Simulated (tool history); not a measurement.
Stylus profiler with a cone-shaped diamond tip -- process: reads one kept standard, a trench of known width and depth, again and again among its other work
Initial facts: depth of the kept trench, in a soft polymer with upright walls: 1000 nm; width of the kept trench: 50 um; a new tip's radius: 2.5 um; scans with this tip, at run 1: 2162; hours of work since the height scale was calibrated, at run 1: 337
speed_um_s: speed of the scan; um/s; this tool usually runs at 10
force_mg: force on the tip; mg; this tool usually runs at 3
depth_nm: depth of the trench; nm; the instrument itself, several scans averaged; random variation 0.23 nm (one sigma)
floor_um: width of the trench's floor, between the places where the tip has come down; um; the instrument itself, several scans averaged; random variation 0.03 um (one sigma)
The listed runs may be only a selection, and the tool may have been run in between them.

run,hour,speed_um_s,force_mg,scans with this tip,hours of work since the height scale was calibrated,depth_nm,floor_um
1,0,10,3,2162,337,1011.3,45.65
2,22.1,10,8.95,2221,346,1020.78,45.62
3,63.1,7,3,2329,363,1011.39,45.64
4,96.9,7,3,2418,377,1011.48,45.59
5,121.9,7,3,2484,387,1010.94,45.58
6,149,10,3,2556,398,1011.22,45.57
7,186.9,10,2.73,2656,414,1011.14,45.6
8,225.7,10,3,2758,430,1011.87,45.56
9,256.8,10,3,2840,443,1011.82,45.51
10,302.9,10,3,2962,462,1011.83,45.48
11,322.8,10,3,3015,470,1012.05,45.53
12,358.4,10,3,3109,484,1011.48,45.51
13,381.7,10,3,3170,494,1011.75,45.54
14,414.2,10,2.14,3256,507,1010.01,45.49
15,437.8,10,3,3318,517,1011.75,45.42
16,474.9,10,3,3416,532,1012.6,45.48
17,512.6,10,1.23,3516,548,1007.93,45.43
18,545.7,10,8.78,3603,561,1021.5,45.43
19,568.1,10,8.78,3663,571,1022.18,45.45
20,598.8,10,8.78,3744,583,1021.45,45.47
21,629,10,8.78,3823,596,1021.82,45.37
22,675.6,10,8.78,3946,615,1022.19,45.43
23,724.2,5,3,4075,635,1012.71,45.4
24,760,10,2.64,4169,650,1011.43,45.36
25,789.5,3,1.82,4247,662,1010.11,45.35
26,832,3,1.82,4359,679,1010.18,45.36
27,870.6,3,1.82,4461,695,1010.02,45.35
28,912.1,29,1.04,4571,712,1008.28,45.13
29,950.2,3,1.5,4671,728,1009.83,45.35
30,989.5,5,2.22,4775,744,1011.18,45.32
31,1028.8,5,2.22,4879,760,1011.41,45.24
32,1069.8,5,2.22,4987,777,1011.87,45.2
33,1090.1,13,4.8,5041,786,1016.92,45.24
34,1118.1,3,8.97,5115,797,1022.55,45.32
35,1154,13,1.89,5210,812,1010.99,45.13
36,1185.2,4,4.55,5292,825,1016.57,45.27
37,1205.7,8,1.57,5346,833,1010.36,45.23
38,1227.2,8,1.57,5403,842,1010.27,45.22
39,1264.2,28,1.98,5501,857,1011.36,45.13
40,1302.8,14,1.43,5603,873,1009.86,45.12
41,1351.3,11,3,5731,893,1014.13,45.2
42,1381,7,2.62,5809,905,1012.49,45.09
43,1407.3,2,5.76,5879,916,1018.68,45.19
44,1444.7,2,1.49,5977,931,1010.83,45.14
45,1464.7,19,1.08,6030,940,1009.45,44.98
46,1496.8,19,1.08,6115,953,1009.24,44.99
47,1517,4,5.53,6168,961,1018.55,45.2
48,1542.9,4,5.53,6237,972,1018.85,45.16

Each row is a separate what-if for the run after 48, all from the same tool condition, not one after another. Results?
A,1578.2,6,3,6330,986,?,?
B,1578.2,10,5.72,6330,986,?,?
C,1578.2,4,2.27,6330,986,?,?

run,depth_nm,floor_um
A,1014,45.1
B,1019.16,45.07
C,1012.52,45.12
Had the tool no hidden state, the same runs would have come out as:
run,depth_nm,floor_um
A,1008.7,45.98
B,1013.83,45.95
C,1007.22,46
